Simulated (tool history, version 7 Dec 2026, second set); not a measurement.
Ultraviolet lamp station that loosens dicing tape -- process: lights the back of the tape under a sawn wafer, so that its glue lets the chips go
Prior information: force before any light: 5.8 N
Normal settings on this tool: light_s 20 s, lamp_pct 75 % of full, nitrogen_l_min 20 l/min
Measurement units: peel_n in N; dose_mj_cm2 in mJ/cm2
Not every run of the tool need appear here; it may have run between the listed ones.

run	hour	light_s	lamp_pct	nitrogen_l_min	peel_n	dose_mj_cm2
1	0	20	75	20	0.64	238
2	6	20	75	20	0.635	239
3	11.7	20	75	20	0.66	238
4	16.2	20	75	20	0.622	242
5	23.8	13	75	20	1.329	154
6	30	13	75	20	1.32	151
7	37.4	13	75	20	1.332	156
8	46.7	20	76	20	0.637	239
# hour 47.7: window cleaned of glue's vapour
9	56.3	20	76	20	0.524	260
10	63.4	20	75	20	0.536	258
11	68.2	20	75	20	0.559	256
12	77	20	75	20	0.556	250
13	85.2	20	75	20	0.541	256
14	95.2	20	75	20	0.545	252
15	100.4	20	75	20	0.567	257
16	109.4	20	75	20	0.564	255
17	116	20	75	20	0.572	250
18	120.7	20	75	20	0.573	251
19	127.4	20	75	20	0.546	250
20	135.9	16	84	20	0.73	226
21	143.3	20	64	15	0.917	209

What does the tool deliver on the next run?
22	153.3	17	61	7	?	?

Run 22 measured peel_n 1.745 N, dose_mj_cm2 170 mJ/cm2.
With the hidden condition absent and the run-to-run variation left alone, this run would have shown peel_n 1.582 N, dose_mj_cm2 184 mJ/cm2.
